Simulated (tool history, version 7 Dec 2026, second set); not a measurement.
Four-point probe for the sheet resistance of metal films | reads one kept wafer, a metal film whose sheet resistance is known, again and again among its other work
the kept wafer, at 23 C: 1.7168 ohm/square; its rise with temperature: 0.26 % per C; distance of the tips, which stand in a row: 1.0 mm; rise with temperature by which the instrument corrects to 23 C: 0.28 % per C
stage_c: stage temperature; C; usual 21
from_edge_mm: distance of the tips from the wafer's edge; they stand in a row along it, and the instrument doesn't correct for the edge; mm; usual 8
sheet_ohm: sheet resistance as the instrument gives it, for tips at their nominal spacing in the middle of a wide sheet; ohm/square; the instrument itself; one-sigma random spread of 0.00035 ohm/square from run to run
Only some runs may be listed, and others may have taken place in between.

{"run": 1, "hour": 0.0, "stage_c": 21, "from_edge_mm": 8, "sheet_ohm": 1.722286}
{"run": 2, "hour": 73.6, "stage_c": 19, "from_edge_mm": 8, "sheet_ohm": 1.723447}
{"run": 3, "hour": 151.1, "stage_c": 19, "from_edge_mm": 8, "sheet_ohm": 1.722929}
{"run": 4, "hour": 264.4, "stage_c": 19, "from_edge_mm": 38, "sheet_ohm": 1.709181}
{"run": 5, "hour": 379.9, "stage_c": 19, "from_edge_mm": 38, "sheet_ohm": 1.708828}
{"run": 6, "hour": 439.6, "stage_c": 30, "from_edge_mm": 8, "sheet_ohm": 1.717622}
{"run": 7, "hour": 503.6, "stage_c": 30, "from_edge_mm": 8, "sheet_ohm": 1.718324}
{"run": 8, "hour": 601.8, "stage_c": 30, "from_edge_mm": 8, "sheet_ohm": 1.717967}
{"run": 9, "hour": 655.2, "stage_c": 25, "from_edge_mm": 4, "sheet_ohm": 1.761363}
{"run": 10, "hour": 760.3, "stage_c": 18, "from_edge_mm": 56, "sheet_ohm": 1.708947}
{"run": 11, "hour": 822.1, "stage_c": 23, "from_edge_mm": 7, "sheet_ohm": 1.724727}
{"run": 12, "hour": 877.2, "stage_c": 23, "from_edge_mm": 7, "sheet_ohm": 1.725121}
{"run": 13, "hour": 992.5, "stage_c": 27, "from_edge_mm": 15, "sheet_ohm": 1.708483}
{"run": 14, "hour": 1051.3, "stage_c": 21, "from_edge_mm": 4, "sheet_ohm": 1.762184}
{"run": 15, "hour": 1121.6, "stage_c": 21, "from_edge_mm": 4, "sheet_ohm": 1.761803}

Below are 5 alternative next runs, each starting from the tool's condition after run 15. Predict each:
{"run": "A", "hour": 1176.1, "stage_c": 19, "from_edge_mm": 8, "sheet_ohm": "?"}
{"run": "B", "hour": 1176.1, "stage_c": 21, "from_edge_mm": 28, "sheet_ohm": "?"}
{"run": "C", "hour": 1176.1, "stage_c": 23, "from_edge_mm": 43, "sheet_ohm": "?"}
{"run": "D", "hour": 1176.1, "stage_c": 24, "from_edge_mm": 33, "sheet_ohm": "?"}
{"run": "E", "hour": 1176.1, "stage_c": 28, "from_edge_mm": 47, "sheet_ohm": "?"}

run=A sheet_ohm=1.721827
run=B sheet_ohm=1.708125
run=C sheet_ohm=1.706126
run=D sheet_ohm=1.706140
run=E sheet_ohm=1.704450
The same runs, with their run-to-run variation unchanged, on a tool lacking any hidden condition would have given:
run=A sheet_ohm=1.732793
run=B sheet_ohm=1.719020
run=C sheet_ohm=1.717017
run=D sheet_ohm=1.717036
run=E sheet_ohm=1.715352
